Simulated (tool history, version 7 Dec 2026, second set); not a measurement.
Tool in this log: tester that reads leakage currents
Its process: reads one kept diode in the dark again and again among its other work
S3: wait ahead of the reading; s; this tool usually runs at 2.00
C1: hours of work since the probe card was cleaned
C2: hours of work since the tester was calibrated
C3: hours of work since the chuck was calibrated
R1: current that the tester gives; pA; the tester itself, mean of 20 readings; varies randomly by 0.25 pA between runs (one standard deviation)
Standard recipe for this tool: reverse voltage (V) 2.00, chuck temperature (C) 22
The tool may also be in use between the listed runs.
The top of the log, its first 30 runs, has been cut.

At hour 1438.9: chuck's temperature calibrated.
Run 31, hour 1467.2: usual settings but chuck temperature (C) 57, S3 3.40 s; C1 445; C2 1448; C3 17. Result: R1 1064.43 pA.
Run 32, hour 1535.3: usual settings but chuck temperature (C) 52, S3 0.50 s; C1 485; C2 1488; C3 57. Result: R1 763.91 pA.
Run 33, hour 1589.2: usual settings but chuck temperature (C) 53; C1 517; C2 1520; C3 89. Result: R1 814.08 pA.
Run 34, hour 1622.5: usual settings but chuck temperature (C) 53; C1 537; C2 1539; C3 109. Result: R1 810.84 pA.
Run 35, hour 1689.8: usual settings but chuck temperature (C) 53; C1 577; C2 1579; C3 148. Result: R1 808.89 pA.
Run 36, hour 1742.0: usual settings but reverse voltage (V) 6.61, chuck temperature (C) 28; C1 608; C2 1610; C3 179. Result: R1 214.53 pA.
Run 37, hour 1787.5: usual settings but reverse voltage (V) 6.61, chuck temperature (C) 28; C1 635; C2 1637; C3 206. Result: R1 214.18 pA.
Run 38, hour 1856.7: usual settings but reverse voltage (V) 13.49, chuck temperature (C) 24, S3 0.85 s; C1 676; C2 1678; C3 247. Result: R1 213.11 pA.
Run 39, hour 1893.2: usual settings but chuck temperature (C) 56; C1 697; C2 1700; C3 269. Result: R1 993.97 pA.
Run 40, hour 1961.4: usual settings but reverse voltage (V) 15.67, chuck temperature (C) 36, S3 0.38 s; C1 738; C2 1740; C3 309. Result: R1 577.12 pA.

3 options for the next run, each taken on its own from the tool as it stands now. Forecast them:
Run A, hour 2030.9: usual settings but reverse voltage (V) 9.40, chuck temperature (C) 32, S3 0.30 s; C1 779; C2 1781; C3 350. Result: R1 ?.
Run B, hour 2030.9: usual settings but S3 1.06 s; C1 779; C2 1781; C3 350. Result: R1 ?.
Run C, hour 2030.9: usual settings but reverse voltage (V) 1.53, chuck temperature (C) 29, S3 5.51 s; C1 779; C2 1781; C3 350. Result: R1 ?.

run      R1
  A  348.42
  B   81.50
  C  127.24
What these runs would have given with no unlogged condition in the tool:
run      R1
  A  348.35
  B   81.49
  C  127.22
